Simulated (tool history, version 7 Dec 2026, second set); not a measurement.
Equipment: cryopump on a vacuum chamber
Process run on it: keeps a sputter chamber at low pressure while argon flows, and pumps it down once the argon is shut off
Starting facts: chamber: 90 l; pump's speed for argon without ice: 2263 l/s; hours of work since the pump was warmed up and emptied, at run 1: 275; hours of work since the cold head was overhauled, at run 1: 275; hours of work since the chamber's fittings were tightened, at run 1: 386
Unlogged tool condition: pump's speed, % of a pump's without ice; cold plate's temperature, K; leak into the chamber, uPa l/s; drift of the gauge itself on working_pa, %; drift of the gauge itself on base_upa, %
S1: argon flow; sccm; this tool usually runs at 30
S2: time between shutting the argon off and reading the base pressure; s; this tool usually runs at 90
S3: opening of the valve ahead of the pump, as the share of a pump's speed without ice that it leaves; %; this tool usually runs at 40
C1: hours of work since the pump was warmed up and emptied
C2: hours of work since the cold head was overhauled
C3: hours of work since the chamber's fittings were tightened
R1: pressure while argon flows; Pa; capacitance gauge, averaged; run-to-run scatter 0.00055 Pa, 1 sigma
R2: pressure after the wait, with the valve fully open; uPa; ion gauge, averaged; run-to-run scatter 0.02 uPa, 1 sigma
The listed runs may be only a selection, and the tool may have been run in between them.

run    hour  S1   S2  S3   C1    C2    C3      R1    R2
  1       0  30   90  40  275   275   386  0.0588  0.39
  2    36.5  30   90  40  292   292   403  0.0578  0.43
  3    85.5  30   90  40  314   314   425  0.0591  0.41
  4   167.3  30   90  40  352   352   462   0.058  0.39
  5   232.2  30   90  40  381   381   492  0.0588  0.47
  6     291  30   90  40  408   408   518  0.0596  0.47
  7   338.6  30   90  40  429   429   540  0.0591  0.43
  8   393.6  18   90  40  454   454   565  0.0348  0.46
  9   463.1  30   90  40  486   486   597  0.0587  0.49
 10   502.1  30   32  40  504   504   614  0.0582  0.79
 11   545.8  30   32  40  524   524   634  0.0594  0.79
 12   605.5  30   32  40  551   551   661  0.0595  0.78
 13     657  30   32  40  574   574   685  0.0603   0.8
 14   744.4  30   32  40  614   614   725  0.0602  0.85
 15   816.4  30   32  40  647   647   757  0.0617  0.81
 16   866.5  30  125  40  669   669   780  0.0614   0.5
 17   943.7  30   67  40  705   705   815  0.0612  0.62
 18    1034  30   90  52  746   746   856  0.0487  0.58
 19  1112.7  30   90  52  781   781   892  0.0497   0.6
 20  1188.2  42   82  20  816   816   926  0.1649   0.6
     1276.5  -- pump warmed up, emptied and cooled again
 21  1281.8  42   48  45    2   856   967  0.0702  0.68
 22  1355.6  19   48  23   36   890  1000  0.0624  0.71
 23    1404  15   23  23   58   912  1022  0.0488  1.02
 24  1486.1  15   23  23   95   949  1060  0.0487  1.03
 25  1531.4  51  187  44  116   970  1080  0.0884  0.47
 26  1617.4  45   86  44  155  1009  1119  0.0778  0.56
 27  1665.2  13   74  44  177  1030  1141  0.0232  0.62
 28  1712.8  13   74  44  198  1052  1163  0.0232  0.64
 29  1750.4  29  168  40  215  1069  1180  0.0563  0.49
 30  1794.5  13  168  29  236  1089  1200  0.0334  0.52
 31  1883.1  13   39  29  276  1129  1240  0.0343  0.86
 32  1948.9  13   39  29  306  1159  1270   0.035  0.82
 33  2006.5  13  280  29  332  1186  1296  0.0349  0.52

A few steps of R1 between consecutive runs. Split each: what settings, incoming material and random variation would produce without the hidden state, and what is left over for the hidden state, along with gauge scatter present in only one of the two compared results (measured, and without hidden state):
Run 8 -> 9: S1 18 -> 30. R1 +0.0239 Pa: hidden state +0.0014, all else +0.0225.
Run 19 -> 20: S1 30 -> 42, S2 90 -> 82, S3 52 -> 20. R1 +0.1152 Pa: hidden state +0.0027, all else +0.1125.
Run 20 -> 21: S2 82 -> 48, S3 20 -> 45, pump warmed up, emptied and cooled again. R1 -0.0947 Pa: hidden state -0.0078, all else -0.0869.
Run 26 -> 27: S1 45 -> 13, S2 86 -> 74. R1 -0.0546 Pa: hidden state -0.0013, all else -0.0533.
